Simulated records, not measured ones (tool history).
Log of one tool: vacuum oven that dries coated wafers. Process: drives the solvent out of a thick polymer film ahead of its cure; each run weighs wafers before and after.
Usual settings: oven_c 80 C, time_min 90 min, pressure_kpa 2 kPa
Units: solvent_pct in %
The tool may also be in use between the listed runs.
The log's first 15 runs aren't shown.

| run | hour | oven_c | time_min | pressure_kpa | solvent_pct |
|---|---|---|---|---|---|
| 16 | 452.9 | 80 | 141 | 1.88 | 1.34 |
| 17 | 482.9 | 80 | 141 | 1.88 | 1.3 |
| 18 | 512.2 | 80 | 141 | 1.88 | 1.32 |
| 19 | 552.4 | 80 | 90 | 7.08 | 4.85 |
| 20 | 597.4 | 80 | 90 | 7.08 | 4.82 |
| 21 | 626.9 | 76 | 90 | 7.08 | 5.84 |
| 22 | 662.1 | 80 | 90 | 2 | 2.02 |
| 23 | 706.6 | 74 | 90 | 3.26 | 3.89 |
| 24 | 748 | 80 | 90 | 2.67 | 2.4 |
| 25 | 790.1 | 75 | 152 | 2.55 | 2.26 |
| 26 | 825.9 | 75 | 152 | 2.55 | 2.11 |
| 27 | 859 | 92 | 152 | 2.55 | 0.93 |
| 28 | 880.4 | 92 | 152 | 2.55 | 0.93 |
| 29 | 922.6 | 66 | 152 | 1.89 | 3.07 |
| 30 | 946.6 | 67 | 155 | 2 | 2.97 |

The next listed run, before its measurement:
| 31 | 981.7 | 67 | 155 | 2 | ? |

solvent_pct: 2.94 %
Without the tool's hidden state the same run would have given solvent_pct 2.92 %.
